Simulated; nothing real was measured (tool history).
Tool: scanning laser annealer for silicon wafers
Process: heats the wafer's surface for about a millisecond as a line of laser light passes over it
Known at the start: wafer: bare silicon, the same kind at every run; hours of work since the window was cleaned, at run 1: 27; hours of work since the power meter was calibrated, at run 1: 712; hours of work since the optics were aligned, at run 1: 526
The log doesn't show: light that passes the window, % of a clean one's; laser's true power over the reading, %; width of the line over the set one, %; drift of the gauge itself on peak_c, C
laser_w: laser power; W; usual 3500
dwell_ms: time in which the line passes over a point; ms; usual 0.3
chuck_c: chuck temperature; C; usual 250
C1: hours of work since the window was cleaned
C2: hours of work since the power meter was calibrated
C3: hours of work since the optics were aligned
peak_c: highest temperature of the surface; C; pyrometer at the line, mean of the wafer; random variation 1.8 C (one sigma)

{"run": 1, "day": 0.0, "laser_w": 3500, "dwell_ms": 0.3, "chuck_c": 250, "C1": 27, "C2": 712, "C3": 526, "peak_c": 949}
{"run": 2, "day": 1.875, "laser_w": 3500, "dwell_ms": 0.3, "chuck_c": 250, "C1": 53, "C2": 738, "C3": 552, "peak_c": 951}
{"run": 3, "day": 3.408, "laser_w": 3500, "dwell_ms": 0.3, "chuck_c": 250, "C1": 74, "C2": 759, "C3": 573, "peak_c": 946}
{"run": 4, "day": 4.942, "laser_w": 3500, "dwell_ms": 0.3, "chuck_c": 250, "C1": 95, "C2": 780, "C3": 594, "peak_c": 946}
{"run": 5, "day": 5.85, "laser_w": 3500, "dwell_ms": 0.294, "chuck_c": 250, "C1": 107, "C2": 792, "C3": 606, "peak_c": 940}
{"run": 6, "day": 7.017, "laser_w": 3500, "dwell_ms": 0.3, "chuck_c": 225, "C1": 123, "C2": 808, "C3": 622, "peak_c": 917}
{"run": 7, "day": 8.346, "laser_w": 3500, "dwell_ms": 0.3, "chuck_c": 225, "C1": 141, "C2": 826, "C3": 640, "peak_c": 919}
{"run": 8, "day": 9.85, "laser_w": 3131, "dwell_ms": 0.3, "chuck_c": 250, "C1": 162, "C2": 846, "C3": 661, "peak_c": 858}
{"run": 9, "day": 11.742, "laser_w": 3500, "dwell_ms": 0.3, "chuck_c": 250, "C1": 187, "C2": 872, "C3": 686, "peak_c": 943}
{"run": 10, "day": 13.712, "laser_w": 3500, "dwell_ms": 0.3, "chuck_c": 250, "C1": 214, "C2": 899, "C3": 713, "peak_c": 940}
{"run": 11, "day": 15.775, "laser_w": 3684, "dwell_ms": 0.3, "chuck_c": 250, "C1": 242, "C2": 927, "C3": 741, "peak_c": 982}
{"run": 12, "day": 17.108, "laser_w": 3500, "dwell_ms": 0.3, "chuck_c": 250, "C1": 260, "C2": 945, "C3": 759, "peak_c": 941}
{"run": 13, "day": 18.108, "laser_w": 3500, "dwell_ms": 0.3, "chuck_c": 250, "C1": 274, "C2": 959, "C3": 773, "peak_c": 938}
{"run": 14, "day": 19.129, "laser_w": 3500, "dwell_ms": 0.3, "chuck_c": 250, "C1": 288, "C2": 973, "C3": 787, "peak_c": 935}
{"run": 15, "day": 20.617, "laser_w": 3500, "dwell_ms": 0.289, "chuck_c": 264, "C1": 308, "C2": 993, "C3": 807, "peak_c": 934}
{"run": 16, "day": 21.746, "laser_w": 3500, "dwell_ms": 0.289, "chuck_c": 264, "C1": 323, "C2": 1008, "C3": 823, "peak_c": 932}
{"run": 17, "day": 23.712, "laser_w": 3790, "dwell_ms": 0.249, "chuck_c": 250, "C1": 350, "C2": 1035, "C3": 849, "peak_c": 927}
{"run": 18, "day": 24.704, "laser_w": 3430, "dwell_ms": 0.369, "chuck_c": 272, "C1": 364, "C2": 1049, "C3": 863, "peak_c": 1023}
{"run": 19, "day": 26.308, "laser_w": 3824, "dwell_ms": 0.256, "chuck_c": 251, "C1": 386, "C2": 1071, "C3": 885, "peak_c": 943}
{"run": 20, "day": 27.554, "laser_w": 3824, "dwell_ms": 0.256, "chuck_c": 251, "C1": 403, "C2": 1088, "C3": 902, "peak_c": 944}
{"run": 21, "day": 28.954, "laser_w": 3824, "dwell_ms": 0.256, "chuck_c": 251, "C1": 422, "C2": 1107, "C3": 921, "peak_c": 943}
{"run": 22, "day": 30.129, "laser_w": 3824, "dwell_ms": 0.256, "chuck_c": 251, "C1": 438, "C2": 1123, "C3": 937, "peak_c": 939}
{"run": 23, "day": 31.158, "laser_w": 3824, "dwell_ms": 0.256, "chuck_c": 251, "C1": 452, "C2": 1137, "C3": 951, "peak_c": 939}
{"run": 24, "day": 33.058, "laser_w": 3500, "dwell_ms": 0.276, "chuck_c": 256, "C1": 477, "C2": 1162, "C3": 977, "peak_c": 902}
{"run": 25, "day": 34.033, "laser_w": 3500, "dwell_ms": 0.276, "chuck_c": 244, "C1": 491, "C2": 1176, "C3": 990, "peak_c": 888}
{"run": 26, "day": 35.629, "laser_w": 3078, "dwell_ms": 0.276, "chuck_c": 244, "C1": 513, "C2": 1197, "C3": 1012, "peak_c": 799}

Forecast each of these 3 alternatives for the next run:
{"run": "A", "day": 37.588, "laser_w": 3078, "dwell_ms": 0.276, "chuck_c": 224, "C1": 539, "C2": 1224, "C3": 1038, "peak_c": "?"}
{"run": "B", "day": 37.588, "laser_w": 3483, "dwell_ms": 0.252, "chuck_c": 259, "C1": 539, "C2": 1224, "C3": 1038, "peak_c": "?"}
{"run": "C", "day": 37.588, "laser_w": 3078, "dwell_ms": 0.342, "chuck_c": 244, "C1": 539, "C2": 1224, "C3": 1038, "peak_c": "?"}

run=A peak_c=778
run=B peak_c=867
run=C peak_c=874
Without the tool's hidden state the same runs would have given:
run=A peak_c=799
run=B peak_c=891
run=C peak_c=898
